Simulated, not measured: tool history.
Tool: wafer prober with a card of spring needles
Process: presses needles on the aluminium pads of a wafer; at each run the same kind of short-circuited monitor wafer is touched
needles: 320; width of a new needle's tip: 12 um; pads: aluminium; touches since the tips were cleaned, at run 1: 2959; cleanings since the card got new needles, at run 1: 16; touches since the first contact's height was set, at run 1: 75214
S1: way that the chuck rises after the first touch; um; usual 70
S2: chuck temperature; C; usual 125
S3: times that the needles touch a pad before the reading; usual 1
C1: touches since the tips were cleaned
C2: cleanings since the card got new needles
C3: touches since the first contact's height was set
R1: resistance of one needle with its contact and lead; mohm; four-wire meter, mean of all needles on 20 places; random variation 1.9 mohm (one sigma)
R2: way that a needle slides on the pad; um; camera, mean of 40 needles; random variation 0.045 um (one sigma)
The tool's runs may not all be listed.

run 1 hour=0 | S1=70 S2=125 S3=1 | C1=2959 C2=16 C3=75214 | R1=215 R2=9.33
-- hour=6.1 tips cleaned on abrasive film
run 2 hour=8.4 | S1=70 S2=125 S3=1 | C1=468 C2=17 C3=76921 | R1=207 R2=9.32
run 3 hour=23 | S1=70 S2=125 S3=1 | C1=3483 C2=17 C3=79936 | R1=218 R2=9.24
-- hour=27.4 tips cleaned on abrasive film
run 4 hour=35.3 | S1=70 S2=125 S3=1 | C1=1626 C2=18 C3=82449 | R1=216 R2=9.28
-- hour=48.3 tips cleaned on abrasive film
run 5 hour=51.3 | S1=70 S2=125 S3=1 | C1=617 C2=19 C3=85712 | R1=214 R2=9.23
-- hour=68.2 tips cleaned on abrasive film
run 6 hour=71.6 | S1=70 S2=57 S3=1 | C1=704 C2=20 C3=89883 | R1=195 R2=9.18
-- hour=88.4 tips cleaned on abrasive film
run 7 hour=90.4 | S1=70 S2=57 S3=1 | C1=422 C2=21 C3=93741 | R1=193 R2=9.25
run 8 hour=103.3 | S1=70 S2=125 S3=1 | C1=3067 C2=21 C3=96386 | R1=218 R2=9.16
-- hour=108.1 tips cleaned on abrasive film
run 9 hour=119.7 | S1=70 S2=125 S3=1 | C1=2385 C2=22 C3=99753 | R1=215 R2=9.23
-- hour=127.9 tips cleaned on abrasive film
run 10 hour=130.2 | S1=70 S2=125 S3=1 | C1=472 C2=23 C3=101896 | R1=208 R2=9.23
-- hour=147.7 tips cleaned on abrasive film
run 11 hour=147.7 | S1=70 S2=125 S3=1 | C1=0 C2=24 C3=105480 | R1=207 R2=9.22
run 12 hour=163.8 | S1=70 S2=125 S3=1 | C1=3314 C2=24 C3=108794 | R1=221 R2=9.2
-- hour=168.2 tips cleaned on abrasive film
run 13 hour=172.6 | S1=70 S2=125 S3=1 | C1=892 C2=25 C3=110577 | R1=212 R2=9.18
run 14 hour=185.4 | S1=70 S2=125 S3=1 | C1=3535 C2=25 C3=113220 | R1=215 R2=9.17
-- hour=188.2 tips cleaned on abrasive film
run 15 hour=194.6 | S1=70 S2=125 S3=1 | C1=1321 C2=26 C3=115097 | R1=210 R2=9.15
-- hour=208 tips cleaned on abrasive film
run 16 hour=210.1 | S1=70 S2=125 S3=2 | C1=431 C2=27 C3=118261 | R1=204 R2=9.24
run 17 hour=221.9 | S1=70 S2=40 S3=1 | C1=2871 C2=27 C3=120701 | R1=199 R2=9.09
-- hour=228.1 tips cleaned on abrasive film
run 18 hour=230.9 | S1=70 S2=73 S3=2 | C1=562 C2=28 C3=122529 | R1=196 R2=9.07
run 19 hour=241.5 | S1=70 S2=73 S3=2 | C1=2756 C2=28 C3=124723 | R1=204 R2=9.05
-- hour=248.3 tips cleaned on abrasive film
run 20 hour=249.9 | S1=70 S2=32 S3=1 | C1=324 C2=29 C3=126427 | R1=189 R2=9.12
run 21 hour=267 | S1=70 S2=32 S3=1 | C1=3850 C2=29 C3=129953 | R1=203 R2=9.11
-- hour=268.5 tips cleaned on abrasive film
run 22 hour=277.6 | S1=70 S2=32 S3=1 | C1=1881 C2=30 C3=132115 | R1=200 R2=9.11
-- hour=289.6 tips cleaned on abrasive film
run 23 hour=291.7 | S1=52 S2=125 S3=1 | C1=444 C2=31 C3=135004 | R1=214 R2=6.69
run 24 hour=308.8 | S1=52 S2=125 S3=1 | C1=3963 C2=31 C3=138523 | R1=235 R2=6.56
-- hour=310.7 tips cleaned on abrasive film
run 25 hour=326.9 | S1=79 S2=103 S3=3 | C1=3323 C2=32 C3=142218 | R1=202 R2=10.32
-- hour=331.1 tips cleaned on abrasive film
run 26 hour=340.4 | S1=70 S2=125 S3=2 | C1=1910 C2=33 C3=144984 | R1=211 R2=8.99
-- hour=351.3 tips cleaned on abrasive film
run 27 hour=355.4 | S1=73 S2=56 S3=2 | C1=826 C2=34 C3=148050 | R1=193 R2=9.42
run 28 hour=366.9 | S1=55 S2=56 S3=2 | C1=3197 C2=34 C3=150421 | R1=206 R2=6.96
-- hour=372 tips cleaned on abrasive film
run 29 hour=387.1 | S1=55 S2=56 S3=2 | C1=3107 C2=35 C3=154567 | R1=206 R2=6.97
-- hour=392 tips cleaned on abrasive film
run 30 hour=399.1 | S1=55 S2=56 S3=2 | C1=1472 C2=36 C3=157019 | R1=202 R2=6.93
run 31 hour=410.3 | S1=55 S2=56 S3=2 | C1=3784 C2=36 C3=159331 | R1=209 R2=6.97
-- hour=411.8 tips cleaned on abrasive film
run 32 hour=419.9 | S1=55 S2=56 S3=2 | C1=1687 C2=37 C3=161294 | R1=205 R2=6.97
-- hour=432.5 tips cleaned on abrasive film
run 33 hour=436.9 | S1=55 S2=56 S3=2 | C1=919 C2=38 C3=164770 | R1=200 R2=6.94

3 ways to go on from here, each from the tool as it stands after run 33. What would each give?
run A hour=446.5 | S1=75 S2=26 S3=2 | C1=2899 C2=38 C3=166750 | R1=? R2=?
run B hour=446.5 | S1=70 S2=125 S3=2 | C1=2899 C2=38 C3=166750 | R1=? R2=?
run C hour=446.5 | S1=56 S2=89 S3=3 | C1=2899 C2=38 C3=166750 | R1=? R2=?

run=A R1=191 R2=9.6
run=B R1=212 R2=8.98
run=C R1=209 R2=6.99
Without the tool's hidden state the same runs would have given:
run=A R1=181 R2=10.11
run=B R1=203 R2=9.49
run=C R1=199 R2=7.5

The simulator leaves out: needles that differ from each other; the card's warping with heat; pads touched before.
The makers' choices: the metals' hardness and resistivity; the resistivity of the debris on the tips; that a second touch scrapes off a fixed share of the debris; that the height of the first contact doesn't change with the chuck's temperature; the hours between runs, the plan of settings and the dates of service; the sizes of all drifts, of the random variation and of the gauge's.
